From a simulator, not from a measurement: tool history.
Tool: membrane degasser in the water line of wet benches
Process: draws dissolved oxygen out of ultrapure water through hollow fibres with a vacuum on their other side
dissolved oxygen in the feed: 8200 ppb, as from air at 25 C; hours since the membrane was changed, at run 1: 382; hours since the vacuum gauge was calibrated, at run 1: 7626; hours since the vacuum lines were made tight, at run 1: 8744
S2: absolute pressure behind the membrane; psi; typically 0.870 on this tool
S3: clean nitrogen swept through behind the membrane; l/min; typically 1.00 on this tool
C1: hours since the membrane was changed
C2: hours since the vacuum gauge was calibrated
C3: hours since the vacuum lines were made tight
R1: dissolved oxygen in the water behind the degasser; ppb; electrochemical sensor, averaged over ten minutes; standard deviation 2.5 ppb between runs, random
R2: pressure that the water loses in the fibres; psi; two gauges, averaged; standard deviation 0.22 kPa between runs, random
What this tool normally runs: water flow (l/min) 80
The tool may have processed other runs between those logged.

{"run": 1, "hour": 0.0, "water flow (l/min)": 80, "S2": 0.87, "S3": 1.0, "C1": 382, "C2": 7626, "C3": 8744, "R1": 416.4, "R2": 7.48}
{"run": 2, "hour": 47.2, "water flow (l/min)": 80, "S2": 0.87, "S3": 1.73, "C1": 430, "C2": 7673, "C3": 8791, "R1": 288.6, "R2": 7.485}
{"run": 3, "hour": 79.0, "water flow (l/min)": 80, "S2": 0.87, "S3": 1.73, "C1": 461, "C2": 7705, "C3": 8823, "R1": 291.0, "R2": 7.424}
{"run": 4, "hour": 116.4, "water flow (l/min)": 80, "S2": 0.87, "S3": 1.73, "C1": 499, "C2": 7742, "C3": 8860, "R1": 294.3, "R2": 7.472}
{"run": 5, "hour": 138.0, "water flow (l/min)": 80, "S2": 1.639, "S3": 1.0, "C1": 520, "C2": 7764, "C3": 8882, "R1": 1034.4, "R2": 7.462}
{"hour": 161.4, "done": "vacuum gauge calibrated"}
{"run": 6, "hour": 165.8, "water flow (l/min)": 80, "S2": 1.639, "S3": 1.0, "C1": 548, "C2": 4, "C3": 8909, "R1": 1050.7, "R2": 7.519}
{"run": 7, "hour": 218.1, "water flow (l/min)": 80, "S2": 0.87, "S3": 1.0, "C1": 600, "C2": 57, "C3": 8962, "R1": 433.8, "R2": 7.451}
{"run": 8, "hour": 254.9, "water flow (l/min)": 113, "S2": 0.87, "S3": 1.0, "C1": 637, "C2": 94, "C3": 8998, "R1": 558.9, "R2": 10.612}
{"run": 9, "hour": 296.7, "water flow (l/min)": 113, "S2": 0.87, "S3": 1.0, "C1": 679, "C2": 135, "C3": 9040, "R1": 561.3, "R2": 10.601}
{"run": 10, "hour": 325.4, "water flow (l/min)": 113, "S2": 0.87, "S3": 1.0, "C1": 707, "C2": 164, "C3": 9069, "R1": 553.7, "R2": 10.623}
{"hour": 359.2, "done": "vacuum gauge calibrated, once more"}
{"run": 11, "hour": 373.6, "water flow (l/min)": 80, "S2": 1.028, "S3": 1.0, "C1": 755, "C2": 14, "C3": 9117, "R1": 520.1, "R2": 7.498}
{"run": 12, "hour": 411.0, "water flow (l/min)": 80, "S2": 1.028, "S3": 1.0, "C1": 792, "C2": 52, "C3": 9154, "R1": 518.9, "R2": 7.513}
{"run": 13, "hour": 447.6, "water flow (l/min)": 80, "S2": 0.87, "S3": 2.42, "C1": 829, "C2": 88, "C3": 9190, "R1": 212.9, "R2": 7.485}
{"run": 14, "hour": 478.7, "water flow (l/min)": 119, "S2": 1.162, "S3": 2.42, "C1": 860, "C2": 119, "C3": 9222, "R1": 477.1, "R2": 11.116}
{"run": 15, "hour": 507.4, "water flow (l/min)": 119, "S2": 1.162, "S3": 2.42, "C1": 889, "C2": 148, "C3": 9250, "R1": 482.2, "R2": 11.181}
{"run": 16, "hour": 537.6, "water flow (l/min)": 104, "S2": 1.233, "S3": 2.42, "C1": 919, "C2": 178, "C3": 9280, "R1": 471.6, "R2": 9.774}
{"run": 17, "hour": 576.0, "water flow (l/min)": 49, "S2": 1.468, "S3": 0.86, "C1": 957, "C2": 217, "C3": 9319, "R1": 693.1, "R2": 4.59}
{"run": 18, "hour": 615.6, "water flow (l/min)": 118, "S2": 1.424, "S3": 1.0, "C1": 997, "C2": 256, "C3": 9358, "R1": 1080.4, "R2": 11.079}
{"run": 19, "hour": 639.6, "water flow (l/min)": 80, "S2": 1.559, "S3": 1.32, "C1": 1021, "C2": 280, "C3": 9383, "R1": 799.1, "R2": 7.527}
{"run": 20, "hour": 687.0, "water flow (l/min)": 80, "S2": 1.622, "S3": 1.32, "C1": 1068, "C2": 328, "C3": 9430, "R1": 835.6, "R2": 7.491}
{"run": 21, "hour": 724.2, "water flow (l/min)": 83, "S2": 1.228, "S3": 1.0, "C1": 1106, "C2": 365, "C3": 9467, "R1": 701.9, "R2": 7.789}
{"run": 22, "hour": 772.0, "water flow (l/min)": 83, "S2": 1.228, "S3": 1.0, "C1": 1153, "C2": 413, "C3": 9515, "R1": 699.5, "R2": 7.818}
{"run": 23, "hour": 802.3, "water flow (l/min)": 62, "S2": 1.537, "S3": 0.48, "C1": 1184, "C2": 443, "C3": 9545, "R1": 1227.9, "R2": 5.804}
{"run": 24, "hour": 842.8, "water flow (l/min)": 55, "S2": 1.537, "S3": 1.08, "C1": 1224, "C2": 484, "C3": 9586, "R1": 687.1, "R2": 5.084}
{"run": 25, "hour": 889.2, "water flow (l/min)": 55, "S2": 1.537, "S3": 1.08, "C1": 1271, "C2": 530, "C3": 9632, "R1": 682.3, "R2": 5.142}
{"run": 26, "hour": 941.4, "water flow (l/min)": 122, "S2": 1.64, "S3": 0.64, "C1": 1323, "C2": 582, "C3": 9684, "R1": 1597.3, "R2": 11.449}

Below are 5 alternative next runs, each starting from the tool's condition after run 26. Predict each:
{"run": "A", "hour": 963.7, "water flow (l/min)": 92, "S2": 0.542, "S3": 1.35, "C1": 1345, "C2": 604, "C3": 9707, "R1": "?", "R2": "?"}
{"run": "B", "hour": 963.7, "water flow (l/min)": 50, "S2": 0.544, "S3": 0.75, "C1": 1345, "C2": 604, "C3": 9707, "R1": "?", "R2": "?"}
{"run": "C", "hour": 963.7, "water flow (l/min)": 80, "S2": 2.155, "S3": 1.17, "C1": 1345, "C2": 604, "C3": 9707, "R1": "?", "R2": "?"}
{"run": "D", "hour": 963.7, "water flow (l/min)": 122, "S2": 0.908, "S3": 0.44, "C1": 1345, "C2": 604, "C3": 9707, "R1": "?", "R2": "?"}
{"run": "E", "hour": 963.7, "water flow (l/min)": 122, "S2": 1.945, "S3": 1.93, "C1": 1345, "C2": 604, "C3": 9707, "R1": "?", "R2": "?"}

run=A R1=100.6 R2=8.627
run=B R1=78.4 R2=4.683
run=C R1=1272.8 R2=7.503
run=D R1=791.5 R2=11.509
run=E R1=1094.0 R2=11.461
Without the tool's unlogged condition, the same runs would have read:
run=A R1=95.5 R2=8.566
run=B R1=74.3 R2=4.650
run=C R1=1270.8 R2=7.449
run=D R1=787.6 R2=11.426
run=E R1=1090.3 R2=11.378

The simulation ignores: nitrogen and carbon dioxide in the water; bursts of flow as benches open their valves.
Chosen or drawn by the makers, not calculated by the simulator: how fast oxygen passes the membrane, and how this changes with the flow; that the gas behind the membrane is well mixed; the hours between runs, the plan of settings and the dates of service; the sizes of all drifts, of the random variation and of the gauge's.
